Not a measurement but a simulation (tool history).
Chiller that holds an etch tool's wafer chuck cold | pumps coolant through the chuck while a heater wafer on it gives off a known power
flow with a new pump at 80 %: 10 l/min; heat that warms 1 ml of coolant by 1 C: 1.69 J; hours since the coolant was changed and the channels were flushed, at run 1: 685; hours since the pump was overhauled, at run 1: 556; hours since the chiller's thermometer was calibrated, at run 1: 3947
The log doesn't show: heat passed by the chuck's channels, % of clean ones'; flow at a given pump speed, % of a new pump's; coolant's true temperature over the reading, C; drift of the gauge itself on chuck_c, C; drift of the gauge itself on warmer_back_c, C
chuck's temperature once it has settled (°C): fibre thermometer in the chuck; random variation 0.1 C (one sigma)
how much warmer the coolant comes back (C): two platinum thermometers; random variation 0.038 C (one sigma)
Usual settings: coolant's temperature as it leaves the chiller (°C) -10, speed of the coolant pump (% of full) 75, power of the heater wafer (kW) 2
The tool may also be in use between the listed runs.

| run | hour | coolant's temperature as it leaves the chiller (°C) | speed of the coolant pump (% of full) | power of the heater wafer (kW) | hours since the coolant was changed and the channels were flushed | hours since the pump was overhauled | hours since the chiller's thermometer was calibrated | chuck's temperature once it has settled (°C) | how much warmer the coolant comes back (C) |
|---|---|---|---|---|---|---|---|---|---|
| 1 | 0 | -10 | 75 | 2 | 685 | 556 | 3947 | 14.6 | 7.59 |
| 2 | 50.8 | -10 | 75 | 2 | 736 | 607 | 3997 | 14.3 | 7.61 |
| 3 | 119.9 | -10 | 75 | 2 | 805 | 676 | 4066 | 14.5 | 7.62 |
| 4 | 163.6 | -10 | 75 | 2 | 849 | 720 | 4110 | 14.5 | 7.64 |
| 5 | 232.9 | -10 | 75 | 2 | 918 | 789 | 4179 | 14.7 | 7.67 |
| 6 | 293.1 | -10 | 75 | 2 | 978 | 849 | 4240 | 14.5 | 7.66 |
| 7 | 360.8 | -11 | 72 | 2.305 | 1046 | 917 | 4307 | 18.3 | 9.19 |
| 8 | 397.3 | -10 | 72 | 2 | 1082 | 953 | 4344 | 15.5 | 8.02 |
| 9 | 448.5 | -10 | 78 | 1.384 | 1134 | 1005 | 4395 | 6.6 | 5.12 |
| 10 | 495.4 | -17 | 87 | 1.371 | 1181 | 1051 | 4442 | -1.3 | 4.53 |

Hidden state or all else? Some run-to-run changes of chuck's temperature once it has settled (°C), split into what the settings, what came in and random variation would give without the hidden state, and what is left for the hidden state (with any gauge scatter that isn't in both results):
Run 6 -> 7: coolant's temperature as it leaves the chiller (°C) -10 -> -11, speed of the coolant pump (% of full) 75 -> 72, power of the heater wafer (kW) 2 -> 2.305. chuck's temperature once it has settled (°C) +3.8: hidden state +0.2, all else +3.6.
Run 8 -> 9: speed of the coolant pump (% of full) 72 -> 78, power of the heater wafer (kW) 2 -> 1.384. chuck's temperature once it has settled (°C) -8.9: hidden state -0.1, all else -8.8.
